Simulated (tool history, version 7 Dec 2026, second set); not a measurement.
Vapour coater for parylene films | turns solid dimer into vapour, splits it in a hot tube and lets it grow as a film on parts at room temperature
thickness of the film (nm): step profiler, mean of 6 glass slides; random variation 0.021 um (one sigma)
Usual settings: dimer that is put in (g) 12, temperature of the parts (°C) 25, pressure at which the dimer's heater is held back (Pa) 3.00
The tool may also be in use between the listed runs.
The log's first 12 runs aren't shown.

run     day  dimer that is put in (g)  temperature of the parts (°C)  pressure at which the dimer's heater is held back (Pa)  hours of work since the trap's valve was overhauled  hours of work since the table's thermometer was calibrated  thickness of the film (nm)
 13   7.229                        12                             22                                                    3.00                                                  157                                                         268                        2090
 14   7.717                        12                             21                                                    3.00                                                  162                                                         273                        2190
 15   8.512                        12                             23                                                    3.00                                                  170                                                         280                        2010
 16   8.950                         6                             25                                                    3.00                                                  174                                                         285                         920
 17   9.675                         6                             25                                                    3.00                                                  181                                                         292                         950
 18  10.054                        12                             25                                                    7.81                                                  185                                                         295                        1540
 19  10.842                        11                             32                                                    4.68                                                  192                                                         303                        1190
 20  11.267                        13                             17                                                    3.00                                                  196                                                         307                        2770
 21  11.712                        12                             28                                                    2.77                                                  201                                                         311                        1690
 22  12.254                        12                             28                                                    2.77                                                  206                                                         316                        1700
 23  12.971                         5                             33                                                    3.00                                                  213                                                         323                         560
 24  13.583                         5                             33                                                    3.00                                                  219                                                         329                         590
 25  14.225                        17                             18                                                    3.00                                                  225                                                         335                        3530
 26  14.767                         5                             25                                                    4.53                                                  230                                                         341                         720
 27  15.179                        12                             23                                                    3.00                                                  234                                                         345                        1980
 28  15.788                         8                             25                                                    2.20                                                  240                                                         350                        1310
 29  16.388                         8                             25                                                    2.20                                                  246                                                         356                        1320
 30  17.208                         5                             33                                                    2.20                                                  253                                                         364                         600
 31  17.667                         5                             33                                                    2.20                                                  258                                                         369                         590
 32  18.250                         5                             33                                                    2.20                                                  264                                                         374                         610
 33  18.771                         5                             33                                                    2.20                                                  269                                                         379                         610

Forecast each of these 3 alternatives for the next run:
  A  19.258                        15                             19                                                    5.82                                                  273                                                         384                           ?
  B  19.258                         5                             33                                                    4.64                                                  273                                                         384                           ?
  C  19.258                         5                             25                                                    2.20                                                  273                                                         384                           ?

run  thickness of the film (nm)
  A                        2600
  B                         510
  C                         820
Without the tool's hidden state the same runs would have given:
run  thickness of the film (nm)
  A                        2610
  B                         520
  C                         830

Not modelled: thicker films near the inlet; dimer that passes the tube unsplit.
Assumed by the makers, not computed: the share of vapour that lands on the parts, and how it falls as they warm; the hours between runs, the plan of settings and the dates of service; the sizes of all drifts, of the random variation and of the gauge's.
